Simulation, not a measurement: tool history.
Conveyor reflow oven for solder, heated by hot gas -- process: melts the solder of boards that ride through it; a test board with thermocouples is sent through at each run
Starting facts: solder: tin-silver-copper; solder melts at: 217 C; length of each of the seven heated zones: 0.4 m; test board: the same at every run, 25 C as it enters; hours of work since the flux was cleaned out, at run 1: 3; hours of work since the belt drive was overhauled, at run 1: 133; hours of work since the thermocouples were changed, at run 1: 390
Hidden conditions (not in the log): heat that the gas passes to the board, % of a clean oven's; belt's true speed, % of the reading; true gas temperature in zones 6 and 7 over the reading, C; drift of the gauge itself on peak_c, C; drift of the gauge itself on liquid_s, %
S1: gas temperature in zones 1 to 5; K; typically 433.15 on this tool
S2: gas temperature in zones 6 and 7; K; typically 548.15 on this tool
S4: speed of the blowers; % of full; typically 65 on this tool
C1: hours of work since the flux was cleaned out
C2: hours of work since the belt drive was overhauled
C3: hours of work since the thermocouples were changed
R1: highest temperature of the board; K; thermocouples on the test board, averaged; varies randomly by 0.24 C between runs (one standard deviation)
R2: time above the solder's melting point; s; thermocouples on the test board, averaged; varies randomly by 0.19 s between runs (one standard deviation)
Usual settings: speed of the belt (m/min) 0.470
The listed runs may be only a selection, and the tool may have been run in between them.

Run 1, day 0.000: usual settings; C1 3; C2 133; C3 390. Result: R1 536.75 K, R2 82.2 s.
Run 2, day 0.588: usual settings; C1 12; C2 142; C3 399. Result: R1 537.05 K, R2 82.0 s.
Run 3, day 1.021: usual settings but speed of the belt (m/min) 0.492; C1 18; C2 149; C3 406. Result: R1 535.05 K, R2 77.0 s.
Run 4, day 1.804: usual settings but S1 422.15 K; C1 30; C2 161; C3 418. Result: R1 535.35 K, R2 77.5 s.
Run 5, day 2.392: usual settings but S1 422.15 K; C1 39; C2 170; C3 427. Result: R1 535.75 K, R2 77.8 s.
Run 6, day 2.879: usual settings; C1 47; C2 177; C3 434. Result: R1 536.75 K, R2 82.0 s.
Run 7, day 3.517: usual settings; C1 57; C2 187; C3 444. Result: R1 536.45 K, R2 81.9 s.
Run 8, day 4.271: usual settings; C1 68; C2 199; C3 456. Result: R1 536.65 K, R2 82.2 s.
Run 9, day 4.850: usual settings but speed of the belt (m/min) 0.464; C1 77; C2 207; C3 464. Result: R1 536.95 K, R2 83.8 s.
Run 10, day 5.417: usual settings but speed of the belt (m/min) 0.464; C1 86; C2 216; C3 473. Result: R1 536.95 K, R2 83.6 s.
Run 11, day 6.188: usual settings but speed of the belt (m/min) 0.464; C1 98; C2 228; C3 485. Result: R1 537.05 K, R2 83.8 s.
Run 12, day 6.671: usual settings but S1 445.15 K; C1 105; C2 235; C3 492. Result: R1 538.55 K, R2 88.0 s.
Run 13, day 7.079: usual settings but S1 430.15 K; C1 111; C2 242; C3 499. Result: R1 536.35 K, R2 80.9 s.
Run 14, day 7.658: usual settings but S1 430.15 K; C1 120; C2 251; C3 508. Result: R1 536.45 K, R2 81.4 s.
Run 15, day 8.233: usual settings but S1 430.15 K; C1 129; C2 259; C3 516. Result: R1 536.45 K, R2 80.9 s.
Run 16, day 9.008: usual settings; C1 141; C2 271; C3 528. Result: R1 536.95 K, R2 82.3 s.
Run 17, day 9.567: usual settings; C1 150; C2 280; C3 537. Result: R1 537.15 K, R2 82.6 s.
Run 18, day 10.138: usual settings but S1 439.15 K, speed of the belt (m/min) 0.459; C1 158; C2 289; C3 546. Result: R1 538.15 K, R2 87.6 s.
Run 19, day 10.529: usual settings but S2 538.15 K, speed of the belt (m/min) 0.429; C1 164; C2 295; C3 552. Result: R1 529.85 K, R2 85.8 s.
Run 20, day 11.125: usual settings but S2 538.15 K, speed of the belt (m/min) 0.429; C1 174; C2 304; C3 561. Result: R1 529.75 K, R2 85.9 s.
Run 21, day 11.475: usual settings but S1 429.15 K, S2 538.15 K, speed of the belt (m/min) 0.429, S4 72 % of full; C1 179; C2 309; C3 566. Result: R1 530.25 K, R2 84.7 s.
Run 22, day 12.208: usual settings but S2 537.15 K; C1 190; C2 320; C3 577. Result: R1 526.45 K, R2 74.1 s.
At day 12.417: belt drive overhauled, speed set with a stopwatch.
Run 23, day 12.738: usual settings but S1 437.15 K, speed of the belt (m/min) 0.382, S4 58 % of full; C1 196; C2 5; C3 583. Result: R1 541.85 K, R2 109.3 s.
Run 24, day 13.471: usual settings but S1 428.15 K, S2 538.15 K, speed of the belt (m/min) 0.426, S4 87 % of full; C1 207; C2 16; C3 594. Result: R1 531.65 K, R2 87.1 s.
At day 13.704: belt drive overhauled, speed set with a stopwatch, once more.
Run 25, day 14.371: usual settings but S1 438.15 K, speed of the belt (m/min) 0.410; C1 218; C2 10; C3 605. Result: R1 541.25 K, R2 100.3 s.
Run 26, day 14.892: usual settings but S1 442.15 K, speed of the belt (m/min) 0.389, S4 87 % of full; C1 226; C2 18; C3 613. Result: R1 543.85 K, R2 110.2 s.
Run 27, day 15.283: usual settings but S1 442.15 K, speed of the belt (m/min) 0.389, S4 87 % of full; C1 232; C2 24; C3 619. Result: R1 543.65 K, R2 110.3 s.
Run 28, day 15.904: usual settings but S1 421.15 K, S2 536.15 K, speed of the belt (m/min) 0.389, S4 77 % of full; C1 242; C2 34; C3 629. Result: R1 529.95 K, R2 91.7 s.
Run 29, day 16.471: usual settings but S1 421.15 K, S2 536.15 K, speed of the belt (m/min) 0.389, S4 77 % of full; C1 250; C2 42; C3 638. Result: R1 530.55 K, R2 91.6 s.
Run 30, day 17.042: usual settings but S1 421.15 K, S2 536.15 K, speed of the belt (m/min) 0.389, S4 77 % of full; C1 259; C2 51; C3 646. Result: R1 530.15 K, R2 91.9 s.
Run 31, day 17.379: usual settings but S2 551.15 K, speed of the belt (m/min) 0.472, S4 57 % of full; C1 264; C2 56; C3 652. Result: R1 537.85 K, R2 82.0 s.
Run 32, day 17.750: usual settings but S2 551.15 K, speed of the belt (m/min) 0.472, S4 57 % of full; C1 270; C2 62; C3 657. Result: R1 538.35 K, R2 81.8 s.

Alternative continuations, all from the tool just after run 32; predict every row:
Run A, day 18.512: usual settings but S1 421.15 K, S2 550.15 K, speed of the belt (m/min) 0.472, S4 63 % of full; C1 282; C2 74; C3 669. Result: R1 ?, R2 ?.
Run B, day 18.512: usual settings but S1 439.15 K; C1 282; C2 74; C3 669. Result: R1 ?, R2 ?.
Run C, day 18.512: usual settings but S2 559.15 K, speed of the belt (m/min) 0.472, S4 57 % of full; C1 282; C2 74; C3 669. Result: R1 ?, R2 ?.

run      R1    R2
  A  536.55  77.0
  B  537.45  84.5
  C  545.45  87.1
With no hidden state in the tool, these same runs would have given:
run      R1    R2
  A  535.85  76.7
  B  536.55  84.0
  C  544.65  86.5
